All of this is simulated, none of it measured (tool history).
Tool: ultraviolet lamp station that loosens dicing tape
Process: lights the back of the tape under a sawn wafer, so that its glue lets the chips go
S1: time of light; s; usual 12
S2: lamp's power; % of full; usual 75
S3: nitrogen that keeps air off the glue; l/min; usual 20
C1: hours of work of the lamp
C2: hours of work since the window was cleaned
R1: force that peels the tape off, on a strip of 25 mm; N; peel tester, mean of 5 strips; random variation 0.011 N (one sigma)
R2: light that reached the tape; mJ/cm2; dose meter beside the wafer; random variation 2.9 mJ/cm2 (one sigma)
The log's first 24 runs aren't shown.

-- hour=167.3 window cleaned of glue's vapour
run 25 hour=175.2 | S1=18 S2=68 S3=9 | C1=417 C2=6 | R1=0.777 R2=396
run 26 hour=183.6 | S1=6 S2=68 S3=23 | C1=424 C2=13 | R1=2.15 R2=128
-- hour=190.1 window cleaned of glue's vapour, once more
run 27 hour=190.1 | S1=9 S2=63 S3=6 | C1=429 C2=0 | R1=1.861 R2=215
run 28 hour=195.7 | S1=19 S2=63 S3=20 | C1=433 C2=4 | R1=0.438 R2=448
run 29 hour=200.1 | S1=7 S2=75 S3=24 | C1=437 C2=8 | R1=1.415 R2=198
run 30 hour=208.5 | S1=6 S2=85 S3=24 | C1=443 C2=15 | R1=1.429 R2=187
run 31 hour=217.4 | S1=6 S2=66 S3=20 | C1=450 C2=22 | R1=1.913 R2=149
run 32 hour=223.7 | S1=6 S2=89 S3=31 | C1=455 C2=27 | R1=1.335 R2=194
run 33 hour=234.3 | S1=6 S2=89 S3=31 | C1=464 C2=35 | R1=1.265 R2=193
run 34 hour=243.4 | S1=6 S2=93 S3=31 | C1=471 C2=42 | R1=1.265 R2=200
run 35 hour=251.2 | S1=6 S2=65 S3=32 | C1=477 C2=48 | R1=1.841 R2=140
run 36 hour=257.5 | S1=6 S2=68 S3=32 | C1=482 C2=53 | R1=1.76 R2=145
run 37 hour=264.8 | S1=7 S2=68 S3=9 | C1=488 C2=59 | R1=2.061 R2=168
run 38 hour=274.7 | S1=8 S2=71 S3=13 | C1=496 C2=67 | R1=1.557 R2=201
run 39 hour=283 | S1=7 S2=71 S3=15 | C1=502 C2=74 | R1=1.813 R2=176
run 40 hour=290.9 | S1=14 S2=75 S3=14 | C1=509 C2=80 | R1=0.732 R2=365
run 41 hour=301.7 | S1=14 S2=75 S3=14 | C1=517 C2=88 | R1=0.732 R2=366
run 42 hour=311.2 | S1=8 S2=75 S3=32 | C1=525 C2=96 | R1=1.183 R2=209

Forecast each of these 3 alternatives for the next run:
run A hour=315.8 | S1=9 S2=75 S3=20 | C1=528 C2=99 | R1=? R2=?
run B hour=315.8 | S1=8 S2=82 S3=26 | C1=528 C2=99 | R1=? R2=?
run C hour=315.8 | S1=12 S2=66 S3=18 | C1=528 C2=99 | R1=? R2=?

run=A R1=1.15 R2=231
run=B R1=1.142 R2=225
run=C R1=1 R2=272
Without the tool's hidden state the same runs would have given:
run=A R1=0.748 R2=313
run=B R1=0.739 R2=306
run=C R1=0.635 R2=370
